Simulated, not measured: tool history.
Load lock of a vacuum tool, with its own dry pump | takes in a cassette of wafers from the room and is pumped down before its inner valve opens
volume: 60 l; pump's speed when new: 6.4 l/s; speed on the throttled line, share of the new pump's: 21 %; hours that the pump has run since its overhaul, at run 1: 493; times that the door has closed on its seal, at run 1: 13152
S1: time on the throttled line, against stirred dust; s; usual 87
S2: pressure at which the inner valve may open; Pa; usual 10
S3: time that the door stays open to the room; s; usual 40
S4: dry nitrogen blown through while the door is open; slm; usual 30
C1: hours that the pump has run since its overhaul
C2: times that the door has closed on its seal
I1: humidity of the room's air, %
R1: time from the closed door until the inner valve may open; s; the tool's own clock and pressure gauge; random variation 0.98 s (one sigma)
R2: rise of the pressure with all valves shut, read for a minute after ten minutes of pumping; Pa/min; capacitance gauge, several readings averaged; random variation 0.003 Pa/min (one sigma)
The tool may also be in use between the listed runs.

| run | hour | S1 | S2 | S3 | S4 | C1 | C2 | I1 | R1 | R2 |
|---|---|---|---|---|---|---|---|---|---|---|
| 1 | 0 | 87 | 10 | 40 | 30 | 493 | 13152 | 48.4 | 157.5 | 0.073 |
| 2 | 121 | 87 | 10 | 40 | 7 | 614 | 13599 | 44.6 | 158.9 | 0.088 |
| 3 | 211.2 | 87 | 10 | 40 | 30 | 704 | 13933 | 46.6 | 157.3 | 0.078 |
| 4 | 310.1 | 87 | 10 | 40 | 30 | 803 | 14298 | 46.3 | 156.7 | 0.077 |
| 5 | 364.5 | 87 | 20 | 40 | 30 | 858 | 14499 | 43.8 | 149.6 | 0.085 |
| 6 | 454.2 | 87 | 20 | 40 | 30 | 947 | 14831 | 47.7 | 152.2 | 0.088 |
| 7 | 545 | 87 | 10 | 40 | 30 | 1038 | 15167 | 46.5 | 156.1 | 0.086 |
| 8 | 633.5 | 87 | 10 | 40 | 30 | 1127 | 15494 | 47.9 | 158.8 | 0.09 |
| 9 | 691.8 | 87 | 10 | 40 | 30 | 1185 | 15710 | 48.8 | 157.3 | 0.092 |
| 10 | 754.6 | 87 | 10 | 40 | 30 | 1248 | 15942 | 45.1 | 157.8 | 0.086 |
| 11 | 825.4 | 87 | 10 | 40 | 5 | 1319 | 16204 | 48.5 | 158.1 | 0.109 |
| 12 | 884.7 | 87 | 10 | 40 | 30 | 1378 | 16423 | 44.9 | 156.1 | 0.095 |
| 13 | 940.8 | 87 | 10 | 40 | 30 | 1434 | 16630 | 45.4 | 159 | 0.092 |
| 14 | 1007.3 | 75 | 10 | 40 | 30 | 1500 | 16876 | 46.1 | 147.8 | 0.103 |
| 15 | 1120.2 | 75 | 10 | 38 | 28 | 1613 | 17293 | 44.9 | 149 | 0.103 |
| 16 | 1236.3 | 87 | 9 | 40 | 4 | 1729 | 17723 | 48.4 | 158.4 | 0.111 |
| 17 | 1321.1 | 107 | 7 | 112 | 11 | 1814 | 18036 | 43.5 | 176.6 | 0.133 |
| 18 | 1377.4 | 107 | 7 | 71 | 14 | 1871 | 18244 | 45 | 176.8 | 0.122 |
| 19 | 1488.2 | 107 | 7 | 71 | 14 | 1981 | 18654 | 41.4 | 178.3 | 0.129 |
| 20 | 1598.5 | 76 | 10 | 40 | 30 | 2092 | 19062 | 46.8 | 149.5 | 0.114 |
| 21 | 1718.8 | 76 | 10 | 89 | 22 | 2212 | 19506 | 43.5 | 151 | 0.132 |
| 22 | 1840.7 | 87 | 10 | 40 | 43 | 2334 | 19957 | 49.3 | 157.6 | 0.124 |
| 23 | 1950.2 | 126 | 8 | 40 | 30 | 2443 | 20362 | 45.2 | 191.2 | 0.127 |
| 24 | 2060 | 87 | 10 | 40 | 8 | 2553 | 20768 | 45.2 | 158 | 0.143 |
| 25 | 2130.7 | 87 | 7 | 38 | 8 | 2624 | 21029 | 44 | 163.5 | 0.138 |
| 26 | 2241 | 135 | 10 | 40 | 43 | 2734 | 21437 | 44.1 | 197.3 | 0.126 |
| 27 | 2328 | 135 | 19 | 58 | 6 | 2821 | 21759 | 46.6 | 189.8 | 0.149 |
| 28 | 2392.8 | 135 | 19 | 58 | 6 | 2886 | 21999 | 44.9 | 192 | 0.158 |

5 ways to go on from here, each from the tool as it stands after run 28. What would each give?
| A | 2475.2 | 135 | 19 | 58 | 43 | 2968 | 22303 | 42.3 | ? | ? |
| B | 2475.2 | 130 | 14 | 29 | 30 | 2968 | 22303 | 47.2 | ? | ? |
| C | 2475.2 | 91 | 10 | 40 | 30 | 2968 | 22303 | 44.9 | ? | ? |
| D | 2475.2 | 65 | 19 | 58 | 6 | 2968 | 22303 | 45 | ? | ? |
| E | 2475.2 | 50 | 19 | 36 | 6 | 2968 | 22303 | 42.7 | ? | ? |

| run | R1 | R2 |
|---|---|---|
| A | 190.7 | 0.144 |
| B | 190.5 | 0.14 |
| C | 163 | 0.141 |
| D | 136.7 | 0.159 |
| E | 124.8 | 0.15 |
Without the tool's hidden state the same runs would have given:
| run | R1 | R2 |
|---|---|---|
| A | 187.9 | 0.017 |
| B | 187.5 | 0.013 |
| C | 159.2 | 0.015 |
| D | 133.1 | 0.034 |
| E | 121 | 0.025 |
